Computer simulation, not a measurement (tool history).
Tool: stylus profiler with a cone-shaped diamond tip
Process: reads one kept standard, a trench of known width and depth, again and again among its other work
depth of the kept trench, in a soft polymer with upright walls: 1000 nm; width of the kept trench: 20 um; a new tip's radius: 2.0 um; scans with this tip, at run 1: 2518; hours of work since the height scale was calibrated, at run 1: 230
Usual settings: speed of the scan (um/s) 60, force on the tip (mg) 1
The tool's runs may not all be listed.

run   hour  speed of the scan (um/s)  force on the tip (mg)  scans with this tip  hours of work since the height scale was calibrated  depth of the trench (nm)  width of the trench's floor (um)
  1      0                        60                      1                 2518                                                  230                   1008.88                              15.7
  2    7.5                        60                   0.71                 2578                                                  235                   1007.04                             15.68
  3   14.9                        60                   0.71                 2636                                                  240                   1007.28                             15.65
  4   24.4                        60                   0.71                 2711                                                  247                   1007.11                             15.64
  5   36.5                        60                      1                 2806                                                  256                   1008.68                             15.66
  6   47.4                        60                      1                 2893                                                  264                   1008.82                             15.62
  7   58.1                        20                      1                 2977                                                  271                   1009.01                             15.66
  8   69.3                        60                      1                 3066                                                  279                   1009.02                             15.55
  9     77                        60                      1                 3126                                                  285                   1008.84                             15.63
 10   90.7                        42                      1                 3235                                                  295                   1008.99                             15.59
 11    101                        60                      1                 3316                                                  302                   1008.92                             15.51
 12  112.3                        60                      1                 3405                                                  310                   1008.96                             15.52
 13  129.1                        60                      1                 3538                                                  322                   1009.26                             15.49
 14  145.2                        60                      1                 3665                                                  334                   1008.88                             15.44
 15    157                        77                   1.54                 3758                                                  343                   1011.69                              15.4
 16  169.4                       133                   0.79                 3856                                                  351                   1008.01                              15.2
 17  185.2                        33                   0.62                 3981                                                  363                   1006.94                             15.46
 18  196.7                        38                    1.8                 4071                                                  371                   1013.21                              15.4
 19  212.5                       143                   2.52                 4196                                                  382                   1015.85                              15.3
 20  221.5                       172                   0.68                 4267                                                  389                   1007.48                             14.93
 21  236.8                        39                    1.1                 4388                                                  400                   1009.63                             15.37
 22  249.2                        39                    1.1                 4486                                                  409                   1009.59                             15.35
 23  259.8                        39                    1.1                 4570                                                  417                   1009.55                             15.28
 24  272.5                        94                   0.42                 4670                                                  426                   1005.69                             15.01
 25  284.5                        37                   0.42                 4765                                                  434                    1005.9                             15.28

4 ways to go on from here, each from the tool as it stands after run 25. What would each give?
  A  299.3                        37                   1.18                 4882                                                  445                         ?                                 ?
  B  299.3                        37                   1.04                 4882                                                  445                         ?                                 ?
  C  299.3                       184                      1                 4882                                                  445                         ?                                 ?
  D  299.3                        45                   1.75                 4882                                                  445                         ?                                 ?

run  depth of the trench (nm)  width of the trench's floor (um)
  A                   1010.29                             15.25
  B                   1009.47                             15.28
  C                   1009.26                             14.83
  D                   1013.24                             15.24
Without the tool's hidden state the same runs would have given:
run  depth of the trench (nm)  width of the trench's floor (um)
  A                   1008.78                             16.44
  B                   1007.96                             16.47
  C                   1007.75                             16.03
  D                   1011.72                             16.43

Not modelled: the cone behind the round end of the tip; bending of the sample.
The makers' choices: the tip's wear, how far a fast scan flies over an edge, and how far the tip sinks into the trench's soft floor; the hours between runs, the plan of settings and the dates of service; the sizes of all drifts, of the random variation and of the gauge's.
